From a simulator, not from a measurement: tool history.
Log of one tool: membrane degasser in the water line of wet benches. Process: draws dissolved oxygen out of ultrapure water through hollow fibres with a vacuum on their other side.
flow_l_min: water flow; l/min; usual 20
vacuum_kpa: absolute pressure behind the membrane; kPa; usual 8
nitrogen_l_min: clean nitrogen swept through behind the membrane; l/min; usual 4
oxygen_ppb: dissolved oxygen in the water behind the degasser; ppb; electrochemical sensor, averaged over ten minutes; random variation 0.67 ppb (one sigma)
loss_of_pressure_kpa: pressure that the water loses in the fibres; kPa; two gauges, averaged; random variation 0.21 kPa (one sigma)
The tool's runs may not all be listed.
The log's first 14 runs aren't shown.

run 15 hour=515.5 | flow_l_min=20 vacuum_kpa=8 nitrogen_l_min=4 | oxygen_ppb=63.2 loss_of_pressure_kpa=48.67
run 16 hour=563.8 | flow_l_min=20 vacuum_kpa=17.8 nitrogen_l_min=4 | oxygen_ppb=179.8 loss_of_pressure_kpa=49.07
run 17 hour=611.8 | flow_l_min=20 vacuum_kpa=17.8 nitrogen_l_min=4 | oxygen_ppb=175.9 loss_of_pressure_kpa=48.96
run 18 hour=636.1 | flow_l_min=20 vacuum_kpa=19.43 nitrogen_l_min=4 | oxygen_ppb=197.1 loss_of_pressure_kpa=49.11
-- hour=639.9 vacuum gauge calibrated
run 19 hour=680.1 | flow_l_min=31 vacuum_kpa=8 nitrogen_l_min=2.34 | oxygen_ppb=168.5 loss_of_pressure_kpa=75.89
run 20 hour=712.4 | flow_l_min=27 vacuum_kpa=8 nitrogen_l_min=2.66 | oxygen_ppb=128.6 loss_of_pressure_kpa=66.2
run 21 hour=757 | flow_l_min=27 vacuum_kpa=8 nitrogen_l_min=2.66 | oxygen_ppb=128.6 loss_of_pressure_kpa=66.17
-- hour=762.4 vacuum gauge calibrated, once more
run 22 hour=794.5 | flow_l_min=20 vacuum_kpa=8 nitrogen_l_min=1.81 | oxygen_ppb=126.6 loss_of_pressure_kpa=48.99
run 23 hour=821.7 | flow_l_min=20 vacuum_kpa=8 nitrogen_l_min=1.81 | oxygen_ppb=125.3 loss_of_pressure_kpa=48.98
run 24 hour=849.5 | flow_l_min=25 vacuum_kpa=6.92 nitrogen_l_min=2.32 | oxygen_ppb=99.7 loss_of_pressure_kpa=61.34
run 25 hour=872.1 | flow_l_min=13 vacuum_kpa=6.92 nitrogen_l_min=3.16 | oxygen_ppb=37.1 loss_of_pressure_kpa=31.7
run 26 hour=911.9 | flow_l_min=17 vacuum_kpa=6 nitrogen_l_min=1.77 | oxygen_ppb=63.9 loss_of_pressure_kpa=41.7
run 27 hour=955.5 | flow_l_min=17 vacuum_kpa=7.83 nitrogen_l_min=6.12 | oxygen_ppb=32.7 loss_of_pressure_kpa=41.66
run 28 hour=991.3 | flow_l_min=17 vacuum_kpa=7.83 nitrogen_l_min=6.12 | oxygen_ppb=32.5 loss_of_pressure_kpa=41.52
run 29 hour=1043.3 | flow_l_min=20 vacuum_kpa=10.16 nitrogen_l_min=4.92 | oxygen_ppb=71.6 loss_of_pressure_kpa=49
run 30 hour=1080.6 | flow_l_min=14 vacuum_kpa=8 nitrogen_l_min=2.44 | oxygen_ppb=67.2 loss_of_pressure_kpa=34.27
run 31 hour=1102.4 | flow_l_min=20 vacuum_kpa=7.4 nitrogen_l_min=7.53 | oxygen_ppb=30.4 loss_of_pressure_kpa=49.18
run 32 hour=1143.8 | flow_l_min=22 vacuum_kpa=5.18 nitrogen_l_min=4 | oxygen_ppb=30.9 loss_of_pressure_kpa=54.25
run 33 hour=1177.1 | flow_l_min=23 vacuum_kpa=8.83 nitrogen_l_min=4.33 | oxygen_ppb=79.2 loss_of_pressure_kpa=56.76

Forecast each of these 3 alternatives for the next run:
run A hour=1210 | flow_l_min=20 vacuum_kpa=7.31 nitrogen_l_min=4 | oxygen_ppb=? loss_of_pressure_kpa=?
run B hour=1210 | flow_l_min=20 vacuum_kpa=19.68 nitrogen_l_min=4 | oxygen_ppb=? loss_of_pressure_kpa=?
run C hour=1210 | flow_l_min=18 vacuum_kpa=8 nitrogen_l_min=4.08 | oxygen_ppb=? loss_of_pressure_kpa=?

run=A oxygen_ppb=51.3 loss_of_pressure_kpa=49.14
run=B oxygen_ppb=198.7 loss_of_pressure_kpa=49.47
run=C oxygen_ppb=53.8 loss_of_pressure_kpa=44.43
Without the tool's hidden state the same runs would have given:
run=A oxygen_ppb=50.6 loss_of_pressure_kpa=48.61
run=B oxygen_ppb=197.2 loss_of_pressure_kpa=48.93
run=C oxygen_ppb=53.1 loss_of_pressure_kpa=43.95

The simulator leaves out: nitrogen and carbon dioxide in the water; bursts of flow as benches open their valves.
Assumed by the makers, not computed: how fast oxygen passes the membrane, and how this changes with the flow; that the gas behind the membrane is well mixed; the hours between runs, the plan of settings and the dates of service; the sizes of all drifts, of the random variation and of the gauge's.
